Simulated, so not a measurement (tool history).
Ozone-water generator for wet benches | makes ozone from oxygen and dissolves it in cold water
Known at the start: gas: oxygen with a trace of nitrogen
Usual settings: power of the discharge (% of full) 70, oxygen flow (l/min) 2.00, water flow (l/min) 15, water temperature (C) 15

| run | hour | power of the discharge (% of full) | oxygen flow (l/min) | water flow (l/min) | water temperature (C) | dissolved ozone (ppm) | ozone in the gas ahead of the water (g/m3) |
|---|---|---|---|---|---|---|---|
| 1 | 0.0 | 70 | 2.00 | 15 | 15 | 11.9 | 176.5 |
| 2 | 97.3 | 70 | 1.52 | 15 | 15 | 10.8 | 195.4 |
| 3 | 279.5 | 70 | 1.02 | 15 | 15 | 8.9 | 226.4 |
| 4 | 483.8 | 70 | 1.02 | 15 | 15 | 9.0 | 227.7 |
| 5 | 615.3 | 70 | 1.02 | 15 | 15 | 9.0 | 227.3 |
| 6 | 711.1 | 70 | 2.00 | 15 | 15 | 11.5 | 173.6 |
| 7 | 913.5 | 70 | 2.00 | 15 | 15 | 11.5 | 173.2 |
|  | 1075.8 | contactor cleaned |
| 8 | 1115.6 | 70 | 2.00 | 15 | 15 | 11.9 | 172.4 |
| 9 | 1271.6 | 70 | 2.00 | 16 | 15 | 11.1 | 171.8 |
| 10 | 1436.2 | 70 | 2.00 | 16 | 15 | 11.2 | 170.3 |
| 11 | 1536.5 | 41 | 2.56 | 15 | 10 | 10.3 | 117.8 |
| 12 | 1711.7 | 60 | 1.53 | 14 | 13 | 10.9 | 174.7 |
|  | 1725.4 | water thermometer calibrated |
| 13 | 1808.5 | 60 | 1.53 | 14 | 13 | 10.8 | 175.5 |
| 14 | 1921.5 | 60 | 1.53 | 16 | 13 | 9.3 | 174.6 |
| 15 | 2088.7 | 60 | 1.53 | 16 | 13 | 9.1 | 175.5 |
| 16 | 2185.8 | 70 | 1.30 | 15 | 11 | 10.2 | 199.4 |
| 17 | 2350.6 | 64 | 2.00 | 12 | 19 | 13.2 | 160.8 |

The next listed run, before its measurement:
| 18 | 2468.3 | 64 | 2.00 | 12 | 19 | ? | ? |

Run 18 gave dissolved ozone (ppm) 13.4, ozone in the gas ahead of the water (g/m3) 159.9.
Without the tool's hidden state the same run would have given dissolved ozone (ppm) 15.3, ozone in the gas ahead of the water (g/m3) 177.8.
